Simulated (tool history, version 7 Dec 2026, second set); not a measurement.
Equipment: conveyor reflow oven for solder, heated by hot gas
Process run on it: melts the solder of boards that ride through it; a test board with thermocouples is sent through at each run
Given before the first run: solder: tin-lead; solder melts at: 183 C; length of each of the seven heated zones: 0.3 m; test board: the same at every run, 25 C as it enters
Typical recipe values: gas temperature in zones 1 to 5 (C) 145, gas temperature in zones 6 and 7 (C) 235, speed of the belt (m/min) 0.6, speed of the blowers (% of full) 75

run    hour  gas temperature in zones 1 to 5 (C)  gas temperature in zones 6 and 7 (C)  speed of the belt (m/min)  speed of the blowers (% of full)  highest temperature of the board (C)  time above the solder's melting point (s)
  1       0                                  145                                   235                        0.6                                75                                 216.4                                         46
  2    47.8                                  145                                   246                        0.6                                75                                 225.3                                       51.5
       82.1  -- flux residue cleaned out of gas plates and filters
  3   140.9                                  145                                   246                        0.6                                75                                 223.8                                       50.5
  4   179.4                                  145                                   246                        0.6                                75                                   224                                       50.7
  5   250.3                                  145                                   246                        0.6                                75                                 223.7                                       50.7
  6   311.3                                  145                                   246                        0.6                                75                                   223                                       49.9
  7   393.6                                  145                                   246                        0.6                                75                                 222.7                                       49.8
  8     469                                  145                                   248                        0.6                                75                                 223.9                                       50.5
  9   510.9                                  145                                   248                        0.6                                75                                 223.5                                       50.5
      523.4  -- flux residue cleaned out of gas plates and filters, once more
 10   583.3                                  145                                   248                        0.6                                75                                   230                                       53.8
 11   641.3                                  145                                   248                        0.6                                75                                 229.4                                       53.4
 12   682.2                                  145                                   248                      0.558                                75                                 231.3                                       58.9
 13   743.6                                  145                                   248                      0.502                                75                                   234                                       66.4
 14   795.1                                  145                                   248                      0.502                                75                                 233.7                                       66.6
 15   881.3                                  145                                   248                      0.502                                75                                 232.9                                       66.9
 16   942.6                                  145                                   248                      0.502                                75                                   233                                       66.4
     1015.5  -- thermocouples of zones 6 and 7 changed
 17  1017.7                                  138                                   230                      0.643                                55                                 208.6                                       35.5
 18  1088.4                                  144                                   237                      0.708                                58                                 211.5                                       35.7
 19    1131                                  144                                   237                      0.708                                58                                 211.5                                       35.4
     1178.8  -- belt drive overhauled, speed set with a stopwatch
 20  1208.2                                  155                                   245                      0.498                                62                                 232.4                                       69.1
     1241.4  -- flux residue cleaned out of gas plates and filters
 21  1270.5                                  135                                   229                      0.563                                52                                   212                                       42.8
 22  1311.5                                  142                                   235                        0.6                                67                                 218.4                                       47.1
 23  1359.7                                  142                                   235                        0.6                                67                                 218.1                                       46.4
 24  1421.1                                  153                                   239                        0.6                                85                                 225.6                                       53.6
 25  1465.4                                  158                                   240                        0.6                                52                                 222.5                                       54.3
 26  1512.8                                  130                                   227                        0.6                                75                                 209.1                                       37.7
 27  1564.9                                  145                                   235                        0.6                                64                                 216.8                                         47
 28  1631.5                                  133                                   235                      0.595                                78                                 216.7                                       43.9
 29  1710.7                                  145                                   237                        0.6                                51                                 215.7                                       45.7

What will run 30 give?
 30  1792.3                                  145                                   237                        0.6                                51                                     ?                                          ?

{"run 30": {"highest temperature of the board (C)": 214.8, "time above the solder's melting point (s)": 45.5}}
On a tool with no hidden condition, and with the same random variation, this run would have come out at highest temperature of the board (C) 217.8, time above the solder's melting point (s) 47.3.
